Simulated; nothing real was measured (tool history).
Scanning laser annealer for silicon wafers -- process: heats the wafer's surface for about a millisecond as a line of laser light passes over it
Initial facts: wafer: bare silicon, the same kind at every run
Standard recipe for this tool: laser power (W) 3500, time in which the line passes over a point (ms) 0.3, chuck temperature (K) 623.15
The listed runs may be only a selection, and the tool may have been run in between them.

run	hour	laser power (W)	time in which the line passes over a point (ms)	chuck temperature (K)	highest temperature of the surface (K)
1	0	3500	0.3	623.15	1455.15
2	57.7	3500	0.3	623.15	1455.15
3	86.4	3500	0.3	623.15	1459.15
4	139.2	3500	0.3	623.15	1455.15
5	164	3500	0.3	623.15	1456.15
6	204.5	3500	0.3	643.15	1471.15
7	244.2	3500	0.3	643.15	1472.15
8	291.7	3500	0.3	623.15	1451.15
9	329.7	3500	0.3	623.15	1447.15
10	357.8	3483	0.3	623.15	1446.15
11	391.2	3483	0.3	623.15	1444.15
12	421.2	3483	0.3	623.15	1446.15
13	480.3	3483	0.3	623.15	1442.15
14	541	3167	0.3	608.15	1339.15
15	596.1	3194	0.238	623.15	1268.15
16	636.9	3307	0.243	658.15	1339.15
17	684.9	2999	0.35	644.15	1393.15
18	727.7	3500	0.293	623.15	1431.15
19	771.4	3500	0.293	623.15	1432.15
20	829.2	3500	0.293	623.15	1429.15
21	871.8	3102	0.294	607.15	1310.15
22	902.8	3261	0.335	607.15	1405.15
23	956	3261	0.335	607.15	1410.15
24	1003	3261	0.328	594.15	1385.15

Below are 3 alternative next runs, each starting from the tool's condition after run 24. Predict each:
A	1036.9	3261	0.214	603.15	?
B	1036.9	3076	0.264	601.15	?
C	1036.9	3261	0.328	625.15	?

run	highest temperature of the surface (K)
A	1216.15
B	1251.15
C	1414.15
What these runs would have given with no unlogged condition in the tool:
run	highest temperature of the surface (K)
A	1244.15
B	1281.15
C	1451.15
